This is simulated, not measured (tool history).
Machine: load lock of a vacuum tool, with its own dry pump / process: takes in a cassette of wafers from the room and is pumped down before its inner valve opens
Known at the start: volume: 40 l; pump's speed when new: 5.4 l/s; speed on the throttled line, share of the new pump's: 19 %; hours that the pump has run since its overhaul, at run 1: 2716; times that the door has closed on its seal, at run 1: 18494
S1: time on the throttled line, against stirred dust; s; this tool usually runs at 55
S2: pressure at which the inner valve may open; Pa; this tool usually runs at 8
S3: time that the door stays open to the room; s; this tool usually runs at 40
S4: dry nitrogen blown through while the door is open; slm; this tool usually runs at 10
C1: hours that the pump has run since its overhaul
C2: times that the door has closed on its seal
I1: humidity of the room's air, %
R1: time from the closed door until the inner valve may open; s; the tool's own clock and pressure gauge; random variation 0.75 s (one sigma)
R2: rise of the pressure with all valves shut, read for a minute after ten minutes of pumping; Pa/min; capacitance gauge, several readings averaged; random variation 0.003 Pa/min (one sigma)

Run 1, day 0.000: usual settings; C1 2716; C2 18494; I1 50.1. Result: R1 117.3 s, R2 0.257 Pa/min.
Run 2, day 6.550: usual settings but S3 223 s; C1 2873; C2 19159; I1 45.1. Result: R1 117.0 s, R2 0.297 Pa/min.
Run 3, day 10.358: usual settings but S3 223 s; C1 2965; C2 19546; I1 46.8. Result: R1 116.6 s, R2 0.311 Pa/min.
Run 4, day 17.258: usual settings but S4 43 slm; C1 3130; C2 20247; I1 45.2. Result: R1 117.4 s, R2 0.277 Pa/min.
Run 5, day 24.496: usual settings but S4 43 slm; C1 3304; C2 20982; I1 46.4. Result: R1 115.7 s, R2 0.286 Pa/min.
Run 6, day 30.000: usual settings but S3 53 s; C1 3436; C2 21541; I1 47.8. Result: R1 116.9 s, R2 0.313 Pa/min.
Run 7, day 34.521: usual settings but S3 53 s; C1 3545; C2 22001; I1 40.9. Result: R1 117.2 s, R2 0.327 Pa/min.
Run 8, day 41.608: usual settings but S4 13 slm; C1 3715; C2 22721; I1 42.7. Result: R1 117.3 s, R2 0.335 Pa/min.
Run 9, day 45.612: usual settings but S4 13 slm; C1 3811; C2 23127; I1 46.4. Result: R1 117.7 s, R2 0.337 Pa/min.
Run 10, day 52.692: usual settings but S4 13 slm; C1 3981; C2 23847; I1 46.3. Result: R1 117.7 s, R2 0.356 Pa/min.
Run 11, day 59.388: usual settings but S4 13 slm; C1 4142; C2 24527; I1 43.2. Result: R1 119.2 s, R2 0.366 Pa/min.
Run 12, day 66.821: usual settings but S4 13 slm; C1 4320; C2 25282; I1 44.4. Result: R1 118.0 s, R2 0.375 Pa/min.
Run 13, day 72.596: usual settings but S4 13 slm; C1 4459; C2 25869; I1 46.0. Result: R1 118.9 s, R2 0.392 Pa/min.
Run 14, day 76.925: usual settings but S4 25 slm; C1 4562; C2 26309; I1 46.3. Result: R1 118.0 s, R2 0.399 Pa/min.
Run 15, day 81.158: usual settings but S4 25 slm; C1 4664; C2 26739; I1 42.4. Result: R1 117.5 s, R2 0.407 Pa/min.
Run 16, day 86.358: usual settings; C1 4789; C2 27267; I1 43.9. Result: R1 119.8 s, R2 0.434 Pa/min.
Run 17, day 89.583: usual settings; C1 4866; C2 27594; I1 46.1. Result: R1 117.6 s, R2 0.436 Pa/min.
Run 18, day 96.317: usual settings; C1 5028; C2 28278; I1 44.3. Result: R1 118.3 s, R2 0.449 Pa/min.
Run 19, day 102.533: usual settings but S4 23 slm; C1 5177; C2 28910; I1 46.0. Result: R1 117.8 s, R2 0.456 Pa/min.
Run 20, day 108.650: usual settings but S2 11 Pa, S4 43 slm; C1 5324; C2 29531; I1 45.6. Result: R1 116.0 s, R2 0.470 Pa/min.
Run 21, day 114.342: usual settings but S2 6 Pa; C1 5460; C2 30109; I1 41.8. Result: R1 121.2 s, R2 0.496 Pa/min.
Run 22, day 120.508: usual settings but S3 120 s, S4 6 slm; C1 5608; C2 30736; I1 43.4. Result: R1 119.5 s, R2 0.540 Pa/min.
Run 23, day 123.533: usual settings but S3 120 s, S4 6 slm; C1 5681; C2 31043; I1 40.9. Result: R1 118.2 s, R2 0.529 Pa/min.
Run 24, day 127.679: usual settings but S3 220 s, S4 44 slm; C1 5780; C2 31464; I1 44.5. Result: R1 119.9 s, R2 0.527 Pa/min.
Run 25, day 133.033: usual settings but S1 36 s, S2 9 Pa, S3 43 s, S4 4 slm; C1 5909; C2 32008; I1 43.8. Result: R1 104.4 s, R2 0.548 Pa/min.
Run 26, day 137.958: usual settings but S1 36 s, S2 9 Pa, S3 87 s, S4 4 slm; C1 6027; C2 32509; I1 45.4. Result: R1 104.0 s, R2 0.567 Pa/min.
Run 27, day 143.679: usual settings but S4 26 slm; C1 6165; C2 33090; I1 47.4. Result: R1 120.7 s, R2 0.565 Pa/min.
Run 28, day 148.296: usual settings but S4 26 slm; C1 6275; C2 33559; I1 43.7. Result: R1 118.3 s, R2 0.569 Pa/min.
Run 29, day 155.592: usual settings but S1 48 s, S4 4 slm; C1 6450; C2 34300; I1 44.4. Result: R1 114.7 s, R2 0.610 Pa/min.
Run 30, day 159.092: usual settings but S2 10 Pa, S4 29 slm; C1 6534; C2 34656; I1 45.7. Result: R1 117.5 s, R2 0.600 Pa/min.
Run 31, day 164.446: usual settings but S2 10 Pa, S4 29 slm; C1 6663; C2 35199; I1 42.6. Result: R1 118.9 s, R2 0.606 Pa/min.
Run 32, day 167.529: usual settings but S1 28 s, S4 25 slm; C1 6737; C2 35512; I1 43.9. Result: R1 99.4 s, R2 0.636 Pa/min.
Run 33, day 174.092: usual settings but S1 28 s, S4 25 slm; C1 6894; C2 36179; I1 44.3. Result: R1 97.6 s, R2 0.653 Pa/min.
Run 34, day 180.450: usual settings but S1 28 s, S4 25 slm; C1 7047; C2 36825; I1 45.4. Result: R1 99.6 s, R2 0.671 Pa/min.
Run 35, day 184.967: usual settings but S1 52 s, S2 12 Pa; C1 7155; C2 37284; I1 48.5. Result: R1 115.3 s, R2 0.688 Pa/min.
Run 36, day 189.417: usual settings but S3 26 s, S4 19 slm; C1 7262; C2 37736; I1 44.3. Result: R1 120.8 s, R2 0.688 Pa/min.

Each row is a separate what-if for the run after 36, all from the same tool condition, not one after another. Results?
Run A, day 193.671: usual settings but S1 76 s, S2 9 Pa, S3 26 s, S4 19 slm; C1 7364; C2 38168; I1 45.9. Result: R1 ?, R2 ?.
Run B, day 193.671: usual settings but S1 39 s, S3 28 s, S4 8 slm; C1 7364; C2 38168; I1 47.2. Result: R1 ?, R2 ?.
Run C, day 193.671: usual settings but S1 33 s, S2 7 Pa, S4 29 slm; C1 7364; C2 38168; I1 41.8. Result: R1 ?, R2 ?.
Run D, day 193.671: usual settings but S3 57 s; C1 7364; C2 38168; I1 43.2. Result: R1 ?, R2 ?.
Run E, day 193.671: usual settings but S1 61 s, S3 49 s, S4 20 slm; C1 7364; C2 38168; I1 44.5. Result: R1 ?, R2 ?.

run     R1     R2
  A  135.5  0.712
  B  107.0  0.729
  C  105.2  0.698
  D  120.9  0.730
  E  124.3  0.712
What these runs would have given with no unlogged condition in the tool:
run     R1     R2
  A  130.2  0.014
  B  100.9  0.020
  C   98.9  0.011
  D  115.3  0.029
  E  118.7  0.018

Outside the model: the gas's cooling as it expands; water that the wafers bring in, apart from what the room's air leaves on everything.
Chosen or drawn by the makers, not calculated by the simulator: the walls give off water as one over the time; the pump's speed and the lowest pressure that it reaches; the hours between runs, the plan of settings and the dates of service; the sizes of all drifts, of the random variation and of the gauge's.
